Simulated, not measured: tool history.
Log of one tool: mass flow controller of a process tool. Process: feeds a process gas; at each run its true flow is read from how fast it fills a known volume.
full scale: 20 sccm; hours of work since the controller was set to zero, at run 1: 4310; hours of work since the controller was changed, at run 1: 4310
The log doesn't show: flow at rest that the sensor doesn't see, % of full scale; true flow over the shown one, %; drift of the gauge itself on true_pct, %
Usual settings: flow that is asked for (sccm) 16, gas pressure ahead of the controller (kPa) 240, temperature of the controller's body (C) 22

run	day	flow that is asked for (sccm)	gas pressure ahead of the controller (kPa)	temperature of the controller's body (C)	hours of work since the controller was set to zero	hours of work since the controller was changed	true flow (%)
1	0	16	240	22	4310	4310	99.37
2	6.325	3	240	22	4381	4381	97.69
3	18.771	3	240	22	4522	4522	97.87
4	28.85	6	240	22	4636	4636	98.23
5	37.021	6	240	22	4728	4728	98.2
6	48.204	16	240	26	4855	4855	99.11
7	57.033	16	240	26	4955	4955	99.29
8	65.117	16	240	27	5046	5046	99.06
# day 71.6: controller's zero set anew
9	72.692	16	240	27	12	5131	98.96
10	84.754	16	240	22	149	5268	99.43
11	94.029	6	240	22	253	5372	98.13
12	104.729	16	168	22	374	5493	100.03
13	116.712	16	168	22	510	5629	99.98
14	124.658	16	168	22	600	5719	99.9
15	134.404	16	168	22	710	5829	100.08
16	146.021	16	168	22	841	5960	99.9
17	155.271	16	168	35	946	6065	98.79
18	160.733	16	179	35	1007	6126	98.58
19	167.346	16	240	22	1082	6201	99.5
20	173.671	16	240	22	1154	6272	99.59
21	178.983	16	240	22	1214	6333	99.65
22	190.404	16	240	22	1343	6462	99.58
23	195.829	16	240	22	1404	6523	99.39
24	205.75	16	240	22	1516	6635	99.62
25	216.912	5	257	22	1642	6761	97.99
26	224.1	10	208	32	1723	6842	97.93
27	233.162	10	175	32	1826	6945	98.2
28	241.121	16	198	39	1916	7035	98.09
29	246.754	2	193	22	1980	7098	97.92
30	255.325	6	193	24	2076	7195	98.35
31	266.529	6	193	24	2203	7322	98.29
32	274.492	6	193	24	2293	7412	98.26
33	283.933	18	193	20	2400	7519	100.15

The next listed run, before its measurement:
34	291.175	18	193	20	2482	7600	?

true flow (%): 100.39
Without the tool's hidden state the same run would have given true flow (%) 100.38.
